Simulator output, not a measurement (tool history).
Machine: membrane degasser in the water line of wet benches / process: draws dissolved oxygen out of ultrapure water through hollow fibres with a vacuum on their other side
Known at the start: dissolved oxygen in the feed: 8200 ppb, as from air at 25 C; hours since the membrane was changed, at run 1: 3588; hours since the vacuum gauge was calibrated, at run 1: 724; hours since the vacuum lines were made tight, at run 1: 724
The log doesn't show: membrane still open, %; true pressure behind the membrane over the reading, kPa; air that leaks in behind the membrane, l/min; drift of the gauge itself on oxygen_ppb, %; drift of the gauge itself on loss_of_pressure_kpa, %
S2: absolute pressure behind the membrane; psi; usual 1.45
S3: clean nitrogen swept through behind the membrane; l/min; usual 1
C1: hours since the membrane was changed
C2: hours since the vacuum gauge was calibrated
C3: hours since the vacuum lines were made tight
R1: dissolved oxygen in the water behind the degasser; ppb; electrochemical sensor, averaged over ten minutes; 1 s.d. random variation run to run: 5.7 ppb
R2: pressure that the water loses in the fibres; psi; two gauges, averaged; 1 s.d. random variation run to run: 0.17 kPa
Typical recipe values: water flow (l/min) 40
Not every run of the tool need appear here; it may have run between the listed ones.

{"run": 1, "day": 0.0, "water flow (l/min)": 40, "S2": 1.45, "S3": 1, "C1": 3588, "C2": 724, "C3": 724, "R1": 566.8, "R2": 3.912}
{"run": 2, "day": 5.821, "water flow (l/min)": 40, "S2": 1.02, "S3": 1, "C1": 3728, "C2": 864, "C3": 864, "R1": 352.4, "R2": 3.916}
{"run": 3, "day": 11.592, "water flow (l/min)": 40, "S2": 1.02, "S3": 1, "C1": 3866, "C2": 1002, "C3": 1002, "R1": 360.5, "R2": 3.92}
{"run": 4, "day": 16.642, "water flow (l/min)": 40, "S2": 1.02, "S3": 1, "C1": 3987, "C2": 1124, "C3": 1124, "R1": 362.3, "R2": 3.939}
{"run": 5, "day": 21.133, "water flow (l/min)": 40, "S2": 2.51, "S3": 1, "C1": 4095, "C2": 1231, "C3": 1231, "R1": 1080.3, "R2": 3.939}
{"run": 6, "day": 24.517, "water flow (l/min)": 40, "S2": 2.51, "S3": 1, "C1": 4176, "C2": 1313, "C3": 1313, "R1": 1079.4, "R2": 3.942}
{"run": 7, "day": 28.108, "water flow (l/min)": 40, "S2": 2.51, "S3": 1, "C1": 4263, "C2": 1399, "C3": 1399, "R1": 1080.9, "R2": 3.886}
{"run": 8, "day": 33.625, "water flow (l/min)": 40, "S2": 2.51, "S3": 1, "C1": 4395, "C2": 1531, "C3": 1531, "R1": 1063.5, "R2": 3.99}
{"run": 9, "day": 39.046, "water flow (l/min)": 40, "S2": 2.51, "S3": 1, "C1": 4525, "C2": 1661, "C3": 1661, "R1": 1076, "R2": 3.941}
{"run": 10, "day": 45.892, "water flow (l/min)": 40, "S2": 1.45, "S3": 0.57, "C1": 4689, "C2": 1825, "C3": 1825, "R1": 836.1, "R2": 3.955}
{"run": 11, "day": 50.529, "water flow (l/min)": 40, "S2": 1.45, "S3": 0.57, "C1": 4801, "C2": 1937, "C3": 1937, "R1": 820.4, "R2": 4}
{"run": 12, "day": 53.492, "water flow (l/min)": 40, "S2": 1.45, "S3": 1.11, "C1": 4872, "C2": 2008, "C3": 2008, "R1": 541.7, "R2": 3.907}
{"run": 13, "day": 57.95, "water flow (l/min)": 40, "S2": 1.45, "S3": 1.11, "C1": 4979, "C2": 2115, "C3": 2115, "R1": 540.6, "R2": 3.955}
{"run": 14, "day": 63.812, "water flow (l/min)": 40, "S2": 1.45, "S3": 1.11, "C1": 5120, "C2": 2256, "C3": 2256, "R1": 545.4, "R2": 3.945}
{"run": 15, "day": 69.746, "water flow (l/min)": 40, "S2": 1.45, "S3": 1, "C1": 5262, "C2": 2398, "C3": 2398, "R1": 584.1, "R2": 4.015}
{"run": 16, "day": 72.725, "water flow (l/min)": 40, "S2": 1.45, "S3": 1, "C1": 5333, "C2": 2470, "C3": 2470, "R1": 588.3, "R2": 3.993}
{"run": 17, "day": 78.446, "water flow (l/min)": 28, "S2": 1.12, "S3": 1.14, "C1": 5471, "C2": 2607, "C3": 2607, "R1": 278.6, "R2": 2.796}
{"run": 18, "day": 81.921, "water flow (l/min)": 35, "S2": 2.64, "S3": 1.23, "C1": 5554, "C2": 2690, "C3": 2690, "R1": 884.5, "R2": 3.504}
{"run": 19, "day": 87.362, "water flow (l/min)": 33, "S2": 0.88, "S3": 1.86, "C1": 5685, "C2": 2821, "C3": 2821, "R1": 168.4, "R2": 3.266}
{"run": 20, "day": 93.517, "water flow (l/min)": 48, "S2": 1.87, "S3": 2.58, "C1": 5832, "C2": 2969, "C3": 2969, "R1": 481.1, "R2": 4.749}
{"run": 21, "day": 100.192, "water flow (l/min)": 48, "S2": 1.87, "S3": 2.58, "C1": 5993, "C2": 3129, "C3": 3129, "R1": 480.9, "R2": 4.773}
{"run": 22, "day": 104.629, "water flow (l/min)": 48, "S2": 1.87, "S3": 2.58, "C1": 6099, "C2": 3235, "C3": 3235, "R1": 478.8, "R2": 4.76}
{"run": 23, "day": 111.488, "water flow (l/min)": 51, "S2": 1.07, "S3": 2.26, "C1": 6264, "C2": 3400, "C3": 3400, "R1": 310.4, "R2": 5.101}
{"run": 24, "day": 116.779, "water flow (l/min)": 28, "S2": 2.23, "S3": 1.44, "C1": 6391, "C2": 3527, "C3": 3527, "R1": 540.4, "R2": 2.822}
{"run": 25, "day": 122.546, "water flow (l/min)": 28, "S2": 2.23, "S3": 1.44, "C1": 6529, "C2": 3665, "C3": 3665, "R1": 547.3, "R2": 2.83}
{"run": 26, "day": 126.442, "water flow (l/min)": 39, "S2": 2.18, "S3": 1.33, "C1": 6623, "C2": 3759, "C3": 3759, "R1": 766.9, "R2": 3.894}
{"run": 27, "day": 133.254, "water flow (l/min)": 27, "S2": 1.61, "S3": 1, "C1": 6786, "C2": 3922, "C3": 3922, "R1": 493, "R2": 2.686}
{"run": 28, "day": 139.979, "water flow (l/min)": 43, "S2": 1, "S3": 1.22, "C1": 6947, "C2": 4084, "C3": 4084, "R1": 353.6, "R2": 4.277}
{"run": 29, "day": 143.571, "water flow (l/min)": 40, "S2": 1.45, "S3": 1.66, "C1": 7034, "C2": 4170, "C3": 4170, "R1": 425.8, "R2": 4.032}
{"run": 30, "day": 147.1, "water flow (l/min)": 34, "S2": 1.64, "S3": 0.99, "C1": 7118, "C2": 4255, "C3": 4255, "R1": 615.7, "R2": 3.416}
{"day": 152.142, "done": "seals of the vacuum lines changed"}
{"run": 31, "day": 153.546, "water flow (l/min)": 28, "S2": 1.45, "S3": 1.96, "C1": 7271, "C2": 4407, "C3": 34, "R1": 266.4, "R2": 2.785}
{"run": 32, "day": 157.129, "water flow (l/min)": 39, "S2": 1.45, "S3": 0.81, "C1": 7357, "C2": 4493, "C3": 120, "R1": 674.9, "R2": 3.941}

4 options for the next run, each taken on its own from the tool as it stands now. Forecast them:
{"run": "A", "day": 162.012, "water flow (l/min)": 45, "S2": 1.48, "S3": 0.4, "C1": 7474, "C2": 4610, "C3": 237, "R1": "?", "R2": "?"}
{"run": "B", "day": 162.012, "water flow (l/min)": 45, "S2": 1.49, "S3": 0.6, "C1": 7474, "C2": 4610, "C3": 237, "R1": "?", "R2": "?"}
{"run": "C", "day": 162.012, "water flow (l/min)": 51, "S2": 1.03, "S3": 0.49, "C1": 7474, "C2": 4610, "C3": 237, "R1": "?", "R2": "?"}
{"run": "D", "day": 162.012, "water flow (l/min)": 50, "S2": 2.1, "S3": 2.88, "C1": 7474, "C2": 4610, "C3": 237, "R1": "?", "R2": "?"}

run=A R1=1165 R2=4.569
run=B R1=940.2 R2=4.559
run=C R1=725.2 R2=5.162
run=D R1=528.6 R2=5.065
With the hidden condition removed and each run's random variation left untouched, the same runs would have given:
run=A R1=1103.4 R2=4.3
run=B R1=886.8 R2=4.29
run=C R1=656.2 R2=4.859
run=D R1=494.5 R2=4.769
